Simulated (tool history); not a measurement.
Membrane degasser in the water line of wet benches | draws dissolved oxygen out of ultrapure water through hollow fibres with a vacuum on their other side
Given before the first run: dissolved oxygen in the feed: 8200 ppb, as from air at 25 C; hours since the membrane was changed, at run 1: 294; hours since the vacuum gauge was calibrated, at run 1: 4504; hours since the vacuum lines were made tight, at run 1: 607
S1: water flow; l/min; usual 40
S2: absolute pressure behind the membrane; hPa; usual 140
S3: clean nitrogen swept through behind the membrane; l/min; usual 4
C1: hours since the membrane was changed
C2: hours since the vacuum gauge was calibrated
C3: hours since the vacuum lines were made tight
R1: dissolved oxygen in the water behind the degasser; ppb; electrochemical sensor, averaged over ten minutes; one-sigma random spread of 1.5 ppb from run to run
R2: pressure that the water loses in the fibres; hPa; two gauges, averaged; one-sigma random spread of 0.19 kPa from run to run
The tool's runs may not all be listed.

run 1 hour=0 | S1=40 S2=140 S3=4 | C1=294 C2=4504 C3=607 | R1=271.8 R2=380.6
run 2 hour=45.2 | S1=40 S2=140 S3=4.33 | C1=340 C2=4549 C3=653 | R1=254.9 R2=381.6
run 3 hour=83.3 | S1=50 S2=140 S3=4 | C1=378 C2=4587 C3=691 | R1=345.1 R2=478.3
run 4 hour=109.5 | S1=50 S2=140 S3=10.37 | C1=404 C2=4613 C3=717 | R1=164.2 R2=475.9
run 5 hour=135.8 | S1=40 S2=226 S3=4 | C1=430 C2=4640 C3=743 | R1=455.3 R2=380.1
run 6 hour=176.7 | S1=40 S2=115 S3=4 | C1=471 C2=4681 C3=784 | R1=217.7 R2=381.4
run 7 hour=219.5 | S1=54 S2=140 S3=4 | C1=514 C2=4723 C3=827 | R1=379.5 R2=514.9
run 8 hour=258.9 | S1=40 S2=140 S3=4 | C1=553 C2=4763 C3=866 | R1=271.4 R2=379.1
run 9 hour=278.7 | S1=40 S2=140 S3=4 | C1=573 C2=4782 C3=886 | R1=274.6 R2=380.5
run 10 hour=311 | S1=40 S2=128 S3=4 | C1=605 C2=4815 C3=918 | R1=244.7 R2=385.1
run 11 hour=357.5 | S1=40 S2=128 S3=4 | C1=652 C2=4861 C3=965 | R1=244.2 R2=378.1
run 12 hour=388.6 | S1=40 S2=105 S3=10.19 | C1=683 C2=4892 C3=996 | R1=90.1 R2=380.8
run 13 hour=409.9 | S1=26 S2=105 S3=10.19 | C1=704 C2=4914 C3=1017 | R1=51.5 R2=246.4
-- hour=413.9 vacuum gauge calibrated
run 14 hour=432.8 | S1=26 S2=105 S3=10.19 | C1=727 C2=19 C3=1040 | R1=51.9 R2=249.4
run 15 hour=454.7 | S1=28 S2=257 S3=3.87 | C1=749 C2=41 C3=1062 | R1=389 R2=268.3
run 16 hour=481.7 | S1=28 S2=257 S3=3.87 | C1=776 C2=68 C3=1089 | R1=388.1 R2=262
run 17 hour=504.1 | S1=28 S2=257 S3=3.87 | C1=798 C2=90 C3=1111 | R1=388.7 R2=266.6
run 18 hour=539.3 | S1=45 S2=140 S3=2.26 | C1=833 C2=125 C3=1146 | R1=500.2 R2=430.2
-- hour=544.6 vacuum gauge calibrated, once more
run 19 hour=576.1 | S1=37 S2=205 S3=1.63 | C1=870 C2=31 C3=1182 | R1=806 R2=353
run 20 hour=610.6 | S1=54 S2=284 S3=4 | C1=904 C2=66 C3=1217 | R1=761.7 R2=511.1
run 21 hour=651.5 | S1=54 S2=284 S3=4 | C1=945 C2=107 C3=1258 | R1=773.2 R2=512.8
run 22 hour=690.8 | S1=54 S2=284 S3=4 | C1=984 C2=146 C3=1297 | R1=767.6 R2=514.7

How would selected steps in R1 from run to run divide? Give the signed amount a tool lacking its hidden state would still show from settings, what came in and random variation, and the signed amount left for the hidden state, including any gauge scatter that is not in both of the compared results.
Unlogged tool condition in this case: membrane still open, %; true pressure behind the membrane over the reading, kPa; air that leaks in behind the membrane, l/min; drift of the gauge itself on oxygen_ppb, %; drift of the gauge itself on loss_of_pressure_kpa, %.
Run 14 -> 15: S1 26 -> 28, S2 105 -> 257, S3 10.19 -> 3.87. R1 +337.1 ppb: hidden state +6.3, all else +330.8.
Run 17 -> 18: S1 28 -> 45, S2 257 -> 140, S3 3.87 -> 2.26. R1 +111.5 ppb: hidden state +10.8, all else +100.7.
Run 18 -> 19: S1 45 -> 37, S2 140 -> 205, S3 2.26 -> 1.63, vacuum gauge calibrated, once more. R1 +305.8 ppb: hidden state -19.4, all else +325.2.
